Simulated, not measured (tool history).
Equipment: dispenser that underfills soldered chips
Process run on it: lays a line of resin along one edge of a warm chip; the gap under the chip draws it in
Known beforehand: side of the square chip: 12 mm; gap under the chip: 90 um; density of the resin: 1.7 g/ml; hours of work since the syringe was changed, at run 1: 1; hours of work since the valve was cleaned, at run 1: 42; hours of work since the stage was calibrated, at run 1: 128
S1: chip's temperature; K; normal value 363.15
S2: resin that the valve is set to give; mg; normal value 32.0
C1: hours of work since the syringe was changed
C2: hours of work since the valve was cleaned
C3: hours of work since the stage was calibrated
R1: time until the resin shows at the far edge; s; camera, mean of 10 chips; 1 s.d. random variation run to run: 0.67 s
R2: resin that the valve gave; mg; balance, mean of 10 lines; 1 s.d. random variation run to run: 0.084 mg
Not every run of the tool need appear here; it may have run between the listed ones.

run 1 hour=0.0 | S1=363.15 S2=32.0 | C1=1 C2=42 C3=128 | R1=64.1 R2=31.55
run 2 hour=3.1 | S1=363.15 S2=32.0 | C1=3 C2=45 C3=130 | R1=70.9 R2=31.54
run 3 hour=6.5 | S1=363.15 S2=32.0 | C1=6 C2=47 C3=133 | R1=79.2 R2=31.39
-- hour=8.3 new syringe of resin
run 4 hour=10.9 | S1=363.15 S2=32.0 | C1=2 C2=50 C3=136 | R1=67.7 R2=31.26
run 5 hour=15.9 | S1=363.15 S2=32.0 | C1=6 C2=54 C3=140 | R1=79.0 R2=31.54
-- hour=17.4 new syringe of resin
run 6 hour=20.3 | S1=363.15 S2=32.0 | C1=2 C2=57 C3=143 | R1=68.4 R2=31.29
run 7 hour=22.6 | S1=358.15 S2=32.0 | C1=4 C2=59 C3=144 | R1=88.7 R2=31.27
-- hour=26.1 new syringe of resin
run 8 hour=27.0 | S1=358.15 S2=32.0 | C1=1 C2=62 C3=148 | R1=79.3 R2=31.20
run 9 hour=30.6 | S1=358.15 S2=32.0 | C1=3 C2=65 C3=150 | R1=89.4 R2=31.22
run 10 hour=33.3 | S1=358.15 S2=32.0 | C1=5 C2=67 C3=152 | R1=96.8 R2=31.14
-- hour=34.9 new syringe of resin
run 11 hour=39.1 | S1=358.15 S2=32.0 | C1=3 C2=71 C3=157 | R1=86.0 R2=30.97
-- hour=40.4 dispensing valve cleaned and set on the balance
run 12 hour=43.8 | S1=358.15 S2=32.0 | C1=6 C2=3 C3=159 | R1=99.0 R2=31.84
-- hour=44.7 new syringe of resin
run 13 hour=47.9 | S1=358.15 S2=32.0 | C1=2 C2=5 C3=162 | R1=82.8 R2=31.90
run 14 hour=51.5 | S1=358.15 S2=32.0 | C1=5 C2=8 C3=165 | R1=93.7 R2=31.92
-- hour=53.7 new syringe of resin
run 15 hour=56.4 | S1=358.15 S2=32.0 | C1=2 C2=12 C3=169 | R1=79.6 R2=31.79
run 16 hour=61.2 | S1=364.15 S2=32.0 | C1=6 C2=15 C3=172 | R1=75.1 R2=31.80
-- hour=62.5 new syringe of resin
run 17 hour=66.9 | S1=364.15 S2=32.0 | C1=3 C2=19 C3=176 | R1=68.7 R2=31.82
run 18 hour=69.7 | S1=364.15 S2=32.0 | C1=6 C2=22 C3=178 | R1=76.6 R2=31.93
-- hour=71.4 new syringe of resin
run 19 hour=74.9 | S1=364.15 S2=32.0 | C1=3 C2=25 C3=182 | R1=66.9 R2=31.70
-- hour=80.1 new syringe of resin
run 20 hour=80.6 | S1=364.15 S2=32.0 | C1=0 C2=29 C3=186 | R1=60.9 R2=31.61
run 21 hour=85.9 | S1=364.15 S2=32.0 | C1=4 C2=33 C3=190 | R1=71.3 R2=31.42
-- hour=89.1 new syringe of resin
run 22 hour=91.2 | S1=352.15 S2=31.4 | C1=2 C2=37 C3=194 | R1=103.7 R2=30.85
run 23 hour=95.8 | S1=358.15 S2=31.6 | C1=5 C2=41 C3=198 | R1=94.3 R2=30.87
-- hour=98.3 new syringe of resin
run 24 hour=101.4 | S1=360.15 S2=41.2 | C1=2 C2=45 C3=202 | R1=75.0 R2=40.34
run 25 hour=106.1 | S1=376.15 S2=27.3 | C1=6 C2=48 C3=205 | R1=51.3 R2=26.80
-- hour=107.0 new syringe of resin
run 26 hour=108.9 | S1=376.15 S2=27.3 | C1=1 C2=50 C3=207 | R1=42.8 R2=26.75
run 27 hour=113.2 | S1=362.15 S2=33.7 | C1=5 C2=54 C3=210 | R1=78.6 R2=32.85
-- hour=115.7 new syringe of resin
run 28 hour=118.6 | S1=377.15 S2=32.0 | C1=2 C2=57 C3=214 | R1=40.7 R2=31.20
run 29 hour=120.8 | S1=377.15 S2=32.0 | C1=4 C2=59 C3=216 | R1=45.1 R2=31.24
run 30 hour=123.8 | S1=354.15 S2=34.6 | C1=6 C2=61 C3=218 | R1=114.7 R2=33.81
-- hour=124.7 new syringe of resin
run 31 hour=126.5 | S1=354.15 S2=34.6 | C1=1 C2=63 C3=220 | R1=89.9 R2=33.77
run 32 hour=131.9 | S1=348.15 S2=27.7 | C1=5 C2=67 C3=224 | R1=145.5 R2=26.96
-- hour=133.6 new syringe of resin
run 33 hour=134.7 | S1=348.15 S2=27.7 | C1=1 C2=69 C3=226 | R1=121.5 R2=26.91
-- hour=138.2 dispensing valve cleaned and set on the balance
run 34 hour=141.0 | S1=362.15 S2=39.5 | C1=5 C2=2 C3=230 | R1=77.7 R2=39.48
-- hour=143.7 new syringe of resin
run 35 hour=144.5 | S1=355.15 S2=39.4 | C1=1 C2=5 C3=233 | R1=85.8 R2=39.30
run 36 hour=146.9 | S1=363.15 S2=36.4 | C1=2 C2=6 C3=234 | R1=68.0 R2=36.46

Hidden state at the last listed run before each entry between runs and at the first one after, where it differs:
From run 3 to run 4: new syringe of resin (hour 8.3)
  resin's viscosity, % of fresh resin's: 127.3 -> 108.9; dose that the valve gives, % of what is set: 98.12 -> 97.99; true chip temperature over the reading, C: -0.59 -> -0.61
  difference, measured minus the result without the unlogged condition, R1: +18.5 -> +7.2 s; R2: -0.60 -> -0.64 mg
From run 5 to run 6: new syringe of resin (hour 17.4)
  resin's viscosity, % of fresh resin's: 128.5 -> 110; dose that the valve gives, % of what is set: 97.84 -> 97.71; true chip temperature over the reading, C: -0.62 -> -0.64
  difference, measured minus the result without the unlogged condition, R1: +19.1 -> +8.0 s; R2: -0.70 -> -0.73 mg
From run 7 to run 8: new syringe of resin (hour 26.1)
  resin's viscosity, % of fresh resin's: 118.4 -> 105.5; dose that the valve gives, % of what is set: 97.64 -> 97.5; true chip temperature over the reading, C: -0.64 -> -0.66
  difference, measured minus the result without the unlogged condition, R1: +15.9 -> +6.4 s; R2: -0.76 -> -0.80 mg
From run 10 to run 11: new syringe of resin (hour 34.9)
  resin's viscosity, % of fresh resin's: 130 -> 115.8; dose that the valve gives, % of what is set: 97.3 -> 97.13; true chip temperature over the reading, C: -0.68 -> -0.7
  difference, measured minus the result without the unlogged condition, R1: +24.7 -> +14.2 s; R2: -0.87 -> -0.92 mg
From run 11 to run 12: dispensing valve cleaned and set on the balance (hour 40.4)
  resin's viscosity, % of fresh resin's: 115.8 -> 130.8; dose that the valve gives, % of what is set: 97.13 -> 99.84; true chip temperature over the reading, C: -0.7 -> -0.71
  difference, measured minus the result without the unlogged condition, R1: +14.2 -> +25.3 s; R2: -0.92 -> -0.05 mg
From run 12 to run 13: new syringe of resin (hour 44.7)
  resin's viscosity, % of fresh resin's: 130.8 -> 111.6; dose that the valve gives, % of what is set: 99.84 -> 99.72; true chip temperature over the reading, C: -0.71 -> -0.72
  difference, measured minus the result without the unlogged condition, R1: +25.3 -> +10.7 s; R2: -0.05 -> -0.09 mg
From run 14 to run 15: new syringe of resin (hour 53.7)
  resin's viscosity, % of fresh resin's: 125.6 -> 108.5; dose that the valve gives, % of what is set: 99.6 -> 99.46; true chip temperature over the reading, C: -0.73 -> -0.75
  difference, measured minus the result without the unlogged condition, R1: +21.2 -> +8.4 s; R2: -0.13 -> -0.17 mg
From run 16 to run 17: new syringe of resin (hour 62.5)
  resin's viscosity, % of fresh resin's: 127.3 -> 116.6; dose that the valve gives, % of what is set: 99.3 -> 99.14; true chip temperature over the reading, C: -0.76 -> -0.78
  difference, measured minus the result without the unlogged condition, R1: +17.9 -> +11.6 s; R2: -0.23 -> -0.28 mg
From run 18 to run 19: new syringe of resin (hour 71.4)
  resin's viscosity, % of fresh resin's: 127.9 -> 113.8; dose that the valve gives, % of what is set: 99.04 -> 98.88; true chip temperature over the reading, C: -0.79 -> -0.81
  difference, measured minus the result without the unlogged condition, R1: +18.7 -> +10.0 s; R2: -0.31 -> -0.36 mg
From run 19 to run 20: new syringe of resin (hour 80.1)
  resin's viscosity, % of fresh resin's: 113.8 -> 101; dose that the valve gives, % of what is set: 98.88 -> 98.72; true chip temperature over the reading, C: -0.81 -> -0.82
  difference, measured minus the result without the unlogged condition, R1: +10.0 -> +2.5 s; R2: -0.36 -> -0.41 mg
From run 21 to run 22: new syringe of resin (hour 89.1)
  resin's viscosity, % of fresh resin's: 120.2 -> 107.2; dose that the valve gives, % of what is set: 98.55 -> 98.39; true chip temperature over the reading, C: -0.84 -> -0.86
  difference, measured minus the result without the unlogged condition, R1: +14.0 -> +10.5 s; R2: -0.46 -> -0.51 mg
From run 23 to run 24: new syringe of resin (hour 98.3)
  resin's viscosity, % of fresh resin's: 124.9 -> 109.1; dose that the valve gives, % of what is set: 98.23 -> 98.06; true chip temperature over the reading, C: -0.87 -> -0.89
  difference, measured minus the result without the unlogged condition, R1: +21.6 -> +8.6 s; R2: -0.56 -> -0.80 mg
From run 25 to run 26: new syringe of resin (hour 107.0)
  resin's viscosity, % of fresh resin's: 127.2 -> 106.1; dose that the valve gives, % of what is set: 97.91 -> 97.83
  difference, measured minus the result without the unlogged condition, R1: +12.7 -> +4.0 s; R2: -0.57 -> -0.60 mg
From run 27 to run 28: new syringe of resin (hour 115.7)
  resin's viscosity, % of fresh resin's: 122.3 -> 110.3; dose that the valve gives, % of what is set: 97.69 -> 97.53; true chip temperature over the reading, C: -0.93 -> -0.95
  difference, measured minus the result without the unlogged condition, R1: +16.7 -> +5.2 s; R2: -0.77 -> -0.79 mg
From run 30 to run 31: new syringe of resin (hour 124.7)
  resin's viscosity, % of fresh resin's: 130.9 -> 103.5; dose that the valve gives, % of what is set: 97.36 -> 97.29; true chip temperature over the reading, C: -0.96 -> -0.97
  difference, measured minus the result without the unlogged condition, R1: +30.6 -> +6.6 s; R2: -0.92 -> -0.93 mg
From run 32 to run 33: new syringe of resin (hour 133.6)
  resin's viscosity, % of fresh resin's: 123.5 -> 103.4; dose that the valve gives, % of what is set: 97.13 -> 97.06; true chip temperature over the reading, C: -0.99 -> -1
  difference, measured minus the result without the unlogged condition, R1: +33.5 -> +9.9 s; R2: -0.79 -> -0.81 mg
From run 33 to run 34: dispensing valve cleaned and set on the balance (hour 138.2)
  resin's viscosity, % of fresh resin's: 103.4 -> 123.3; dose that the valve gives, % of what is set: 97.06 -> 100.04; true chip temperature over the reading, C: -1 -> -1.01
  difference, measured minus the result without the unlogged condition, R1: +9.9 -> +17.0 s; R2: -0.81 -> +0.02 mg
From run 34 to run 35: new syringe of resin (hour 143.7)
  resin's viscosity, % of fresh resin's: 123.3 -> 103.3; dose that the valve gives, % of what is set: 100.04 -> 99.94; true chip temperature over the reading, C: -1.01 -> -1.02
  difference, measured minus the result without the unlogged condition, R1: +17.0 -> +6.1 s; R2: +0.02 -> -0.02 mg

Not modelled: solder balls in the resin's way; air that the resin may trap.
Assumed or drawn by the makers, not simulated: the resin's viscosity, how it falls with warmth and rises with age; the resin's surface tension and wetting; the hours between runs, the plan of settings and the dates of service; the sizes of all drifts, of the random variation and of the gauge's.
